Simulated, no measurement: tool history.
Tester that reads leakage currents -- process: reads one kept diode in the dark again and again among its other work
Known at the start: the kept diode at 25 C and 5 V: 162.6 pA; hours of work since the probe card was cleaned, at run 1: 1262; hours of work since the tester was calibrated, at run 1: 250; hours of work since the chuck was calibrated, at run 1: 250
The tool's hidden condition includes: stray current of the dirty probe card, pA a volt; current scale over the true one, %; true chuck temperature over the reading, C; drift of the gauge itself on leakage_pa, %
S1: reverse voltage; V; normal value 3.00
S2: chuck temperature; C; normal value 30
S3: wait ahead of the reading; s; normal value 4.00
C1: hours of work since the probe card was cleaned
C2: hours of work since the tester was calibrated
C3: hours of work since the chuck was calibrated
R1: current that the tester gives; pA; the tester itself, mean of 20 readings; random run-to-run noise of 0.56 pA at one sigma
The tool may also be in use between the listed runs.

run 1 day=0.000 | S1=3.00 S2=30 S3=4.00 | C1=1262 C2=250 C3=250 | R1=182.49
run 2 day=2.212 | S1=3.00 S2=30 S3=4.00 | C1=1299 C2=287 C3=287 | R1=181.75
run 3 day=4.883 | S1=3.00 S2=30 S3=4.00 | C1=1343 C2=331 C3=331 | R1=181.05
run 4 day=7.871 | S1=3.00 S2=30 S3=4.00 | C1=1393 C2=381 C3=381 | R1=180.69
run 5 day=10.375 | S1=3.00 S2=30 S3=4.00 | C1=1434 C2=422 C3=422 | R1=180.41
run 6 day=12.458 | S1=3.00 S2=30 S3=4.00 | C1=1469 C2=457 C3=457 | R1=179.20
-- day=14.800 probe card cleaned and baked
run 7 day=15.175 | S1=3.00 S2=30 S3=1.96 | C1=6 C2=500 C3=500 | R1=177.92
run 8 day=17.829 | S1=3.00 S2=30 S3=4.00 | C1=50 C2=544 C3=544 | R1=176.26
run 9 day=20.271 | S1=3.00 S2=30 S3=4.00 | C1=91 C2=584 C3=584 | R1=177.06
run 10 day=22.308 | S1=3.00 S2=39 S3=4.00 | C1=125 C2=618 C3=618 | R1=343.58
run 11 day=25.133 | S1=3.00 S2=39 S3=4.00 | C1=172 C2=665 C3=665 | R1=341.58
run 12 day=27.275 | S1=3.00 S2=39 S3=4.00 | C1=207 C2=701 C3=701 | R1=340.50
run 13 day=30.071 | S1=3.00 S2=39 S3=4.00 | C1=253 C2=747 C3=747 | R1=340.07
run 14 day=32.304 | S1=3.00 S2=30 S3=4.00 | C1=291 C2=784 C3=784 | R1=172.00
run 15 day=34.817 | S1=3.00 S2=30 S3=2.20 | C1=332 C2=826 C3=826 | R1=172.54
run 16 day=36.183 | S1=6.10 S2=27 S3=7.23 | C1=355 C2=849 C3=849 | R1=196.28
run 17 day=37.621 | S1=6.10 S2=58 S3=7.23 | C1=379 C2=872 C3=872 | R1=1779.69
run 18 day=40.212 | S1=3.13 S2=23 S3=7.23 | C1=422 C2=915 C3=915 | R1=100.07
run 19 day=42.704 | S1=3.13 S2=23 S3=7.23 | C1=463 C2=957 C3=957 | R1=99.99
-- day=43.004 tester calibrated
run 20 day=44.712 | S1=10.26 S2=23 S3=7.23 | C1=495 C2=28 C3=989 | R1=185.22
run 21 day=46.692 | S1=1.32 S2=30 S3=4.00 | C1=528 C2=61 C3=1022 | R1=110.88
run 22 day=48.471 | S1=4.88 S2=39 S3=4.00 | C1=558 C2=91 C3=1051 | R1=424.36
run 23 day=50.621 | S1=11.92 S2=30 S3=0.40 | C1=593 C2=126 C3=1087 | R1=343.36
-- day=52.371 tester calibrated, once more
run 24 day=53.708 | S1=1.52 S2=44 S3=1.42 | C1=643 C2=22 C3=1137 | R1=332.64
run 25 day=56.704 | S1=12.88 S2=29 S3=2.16 | C1=693 C2=72 C3=1186 | R1=328.93
run 26 day=59.225 | S1=12.88 S2=29 S3=2.16 | C1=735 C2=114 C3=1228 | R1=327.37
run 27 day=62.025 | S1=12.88 S2=29 S3=0.71 | C1=781 C2=160 C3=1275 | R1=327.94

Expected results for the next run?
run 28 day=63.621 | S1=3.00 S2=30 S3=1.10 | C1=808 C2=187 C3=1301 | R1=?

{"run 28": {"R1": 166.02}}
If the tool had no hidden condition, the same run with the same run-to-run variation would have returned R1 184.93 pA.
